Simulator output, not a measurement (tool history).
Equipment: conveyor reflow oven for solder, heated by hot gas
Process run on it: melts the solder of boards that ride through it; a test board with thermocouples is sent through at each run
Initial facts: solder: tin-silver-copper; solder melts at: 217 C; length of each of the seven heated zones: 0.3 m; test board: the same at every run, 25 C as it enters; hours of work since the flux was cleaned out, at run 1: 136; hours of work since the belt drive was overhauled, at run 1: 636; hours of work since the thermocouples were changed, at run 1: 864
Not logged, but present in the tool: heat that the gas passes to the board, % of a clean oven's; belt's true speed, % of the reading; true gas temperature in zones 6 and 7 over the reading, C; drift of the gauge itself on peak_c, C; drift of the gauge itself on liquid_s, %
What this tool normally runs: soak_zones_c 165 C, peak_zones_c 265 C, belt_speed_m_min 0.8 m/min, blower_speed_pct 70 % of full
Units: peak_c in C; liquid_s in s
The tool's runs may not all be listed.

| run | hour | soak_zones_c | peak_zones_c | belt_speed_m_min | blower_speed_pct | hours of work since the flux was cleaned out | hours of work since the belt drive was overhauled | hours of work since the thermocouples were changed | peak_c | liquid_s |
|---|---|---|---|---|---|---|---|---|---|---|
| 1 | 0 | 165 | 265 | 0.8 | 70 | 136 | 636 | 864 | 243 | 26.8 |
| 2 | 47 | 165 | 265 | 0.8 | 70 | 160 | 660 | 889 | 242.8 | 26.1 |
| 3 | 84.7 | 165 | 265 | 0.8 | 78 | 180 | 680 | 908 | 244.1 | 28.7 |
| 4 | 107.6 | 165 | 265 | 0.8 | 78 | 192 | 691 | 920 | 244.6 | 27.5 |
| 5 | 150.5 | 165 | 265 | 0.8 | 70 | 214 | 714 | 942 | 242 | 26.2 |
| 6 | 174.3 | 165 | 265 | 0.8 | 70 | 226 | 726 | 954 | 241.7 | 25.6 |
| 7 | 203.7 | 165 | 265 | 0.953 | 70 | 241 | 741 | 970 | 234.2 | 16.6 |
| 8 | 233.9 | 165 | 265 | 0.8 | 70 | 257 | 757 | 985 | 241.4 | 26 |
| 9 | 260.1 | 165 | 265 | 0.8 | 70 | 270 | 770 | 999 | 241.1 | 25.3 |
| 10 | 297.8 | 165 | 265 | 0.8 | 52 | 290 | 790 | 1018 | 234.5 | 19.7 |
|  | 341.2 | flux residue cleaned out of gas plates and filters |
| 11 | 345.8 | 165 | 277 | 0.8 | 70 | 2 | 812 | 1040 | 253.8 | 33 |
| 12 | 381.6 | 165 | 277 | 0.8 | 70 | 21 | 831 | 1059 | 254.2 | 32.9 |
|  | 407.2 | belt drive overhauled, speed set with a stopwatch |
| 13 | 422.2 | 165 | 277 | 0.8 | 70 | 40 | 8 | 1078 | 253.8 | 31.6 |
| 14 | 469.8 | 165 | 277 | 0.8 | 70 | 64 | 32 | 1102 | 253 | 31.1 |
| 15 | 499.4 | 165 | 277 | 0.8 | 70 | 80 | 48 | 1118 | 252.7 | 32.1 |
| 16 | 542.3 | 158 | 257 | 0.8 | 70 | 102 | 70 | 1140 | 235 | 19.7 |
| 17 | 579.7 | 157 | 253 | 0.8 | 88 | 121 | 89 | 1159 | 234.8 | 21.3 |
| 18 | 613.4 | 165 | 265 | 0.8 | 57 | 139 | 107 | 1177 | 237.6 | 22.2 |
| 19 | 663.2 | 178 | 276 | 0.698 | 84 | 164 | 132 | 1202 | 261.1 | 43.8 |
| 20 | 692.2 | 178 | 268 | 0.698 | 84 | 179 | 147 | 1217 | 254 | 40.8 |
| 21 | 735.9 | 155 | 270 | 0.683 | 72 | 202 | 170 | 1240 | 249.5 | 34.6 |
| 22 | 756.7 | 155 | 270 | 0.683 | 72 | 213 | 181 | 1251 | 249.8 | 34.2 |
| 23 | 797.9 | 175 | 265 | 0.8 | 70 | 234 | 202 | 1272 | 242.9 | 28.2 |
| 24 | 828.1 | 175 | 265 | 0.8 | 70 | 250 | 217 | 1288 | 242.2 | 27.9 |
| 25 | 853.7 | 175 | 265 | 0.826 | 61 | 263 | 231 | 1301 | 238 | 24.5 |
| 26 | 880.9 | 165 | 265 | 0.826 | 52 | 277 | 245 | 1315 | 232.5 | 16.8 |

Run 27 is up next; what results do you expect?
| 27 | 914.1 | 165 | 265 | 0.826 | 52 | 294 | 262 | 1332 | ? | ? |

{"run 27": {"peak_c": 232.1, "liquid_s": 16.8}}
Were there no unlogged condition in the tool, this run, its random variation unchanged, would have produced peak_c 237.6 C, liquid_s 21.4 s.

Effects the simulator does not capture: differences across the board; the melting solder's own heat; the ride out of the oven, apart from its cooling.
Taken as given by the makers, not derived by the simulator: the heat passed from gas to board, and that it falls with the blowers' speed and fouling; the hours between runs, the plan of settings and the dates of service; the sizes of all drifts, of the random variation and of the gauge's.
